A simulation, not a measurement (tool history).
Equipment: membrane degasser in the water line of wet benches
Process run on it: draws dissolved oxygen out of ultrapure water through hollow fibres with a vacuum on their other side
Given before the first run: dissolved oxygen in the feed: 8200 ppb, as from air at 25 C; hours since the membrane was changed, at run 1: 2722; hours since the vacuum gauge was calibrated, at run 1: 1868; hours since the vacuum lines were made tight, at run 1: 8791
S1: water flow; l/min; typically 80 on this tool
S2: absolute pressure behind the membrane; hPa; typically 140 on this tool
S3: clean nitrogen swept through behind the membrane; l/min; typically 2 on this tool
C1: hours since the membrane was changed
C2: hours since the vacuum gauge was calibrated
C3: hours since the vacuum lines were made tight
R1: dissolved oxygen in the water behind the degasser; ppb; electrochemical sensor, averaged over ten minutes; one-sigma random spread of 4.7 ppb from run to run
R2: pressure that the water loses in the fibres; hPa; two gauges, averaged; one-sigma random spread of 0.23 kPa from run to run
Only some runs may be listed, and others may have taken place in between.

Run 1, hour 0: usual settings; C1 2722; C2 1868; C3 8791. Result: R1 803 ppb, R2 560.9 hPa.
Run 2, hour 44.5: usual settings but S2 106 hPa; C1 2766; C2 1912; C3 8835. Result: R1 567.4 ppb, R2 558.1 hPa.
Run 3, hour 95.6: usual settings but S2 106 hPa; C1 2817; C2 1963; C3 8886. Result: R1 565.7 ppb, R2 562.4 hPa.
Run 4, hour 124.4: usual settings but S2 106 hPa; C1 2846; C2 1992; C3 8915. Result: R1 560.6 ppb, R2 557.8 hPa.
Run 5, hour 159.1: usual settings but S1 85 l/min; C1 2881; C2 2027; C3 8950. Result: R1 833 ppb, R2 595 hPa.
Run 6, hour 229.1: usual settings; C1 2951; C2 2097; C3 9020. Result: R1 796.7 ppb, R2 558.8 hPa.
Run 7, hour 287.1: usual settings but S1 49 l/min; C1 3009; C2 2155; C3 9078. Result: R1 542.3 ppb, R2 341.4 hPa.
Run 8, hour 330.4: usual settings but S1 49 l/min; C1 3052; C2 2198; C3 9121. Result: R1 543.2 ppb, R2 339.4 hPa.
Run 9, hour 378.9: usual settings but S1 49 l/min; C1 3100; C2 2247; C3 9170. Result: R1 545.5 ppb, R2 342.8 hPa.
Run 10, hour 418.9: usual settings but S1 73 l/min, S2 252 hPa, S3 1.15 l/min; C1 3140; C2 2287; C3 9210. Result: R1 2018 ppb, R2 509.6 hPa.
Run 11, hour 487.7: usual settings but S1 123 l/min, S2 250 hPa, S3 1.24 l/min; C1 3209; C2 2355; C3 9279. Result: R1 2607.3 ppb, R2 857.5 hPa.
Run 12, hour 544.1: usual settings but S1 123 l/min, S2 205 hPa, S3 2.41 l/min; C1 3266; C2 2412; C3 9335. Result: R1 1470.5 ppb, R2 850 hPa.
Run 13, hour 596.5: usual settings but S1 88 l/min, S2 124 hPa, S3 2.41 l/min; C1 3318; C2 2464; C3 9387. Result: R1 650.1 ppb, R2 611.1 hPa.
Run 14, hour 654.2: usual settings but S1 88 l/min, S2 124 hPa, S3 5.79 l/min; C1 3376; C2 2522; C3 9445. Result: R1 316 ppb, R2 615.5 hPa.
Run 15, hour 702.8: usual settings but S2 149 hPa; C1 3424; C2 2571; C3 9494. Result: R1 856.8 ppb, R2 555.5 hPa.

What would each run have given without the hidden state, its run-to-run variation left as it was?
The tool's hidden condition here consists of: membrane still open, %; true pressure behind the membrane over the reading, kPa; air that leaks in behind the membrane, l/min; drift of the gauge itself on oxygen_ppb, %; drift of the gauge itself on loss_of_pressure_kpa, %.
run     R2
  1  560.7
  2  558.3
  3  562.9
  4  558.5
  5  595.9
  6    560
  7  342.4
  8  340.6
  9  344.1
 10  511.9
 11    862
 12    855
 13    615
 14  619.8
 15  559.8
For R1, the value without the hidden state is never more than 0.2 ppb from the measured value.
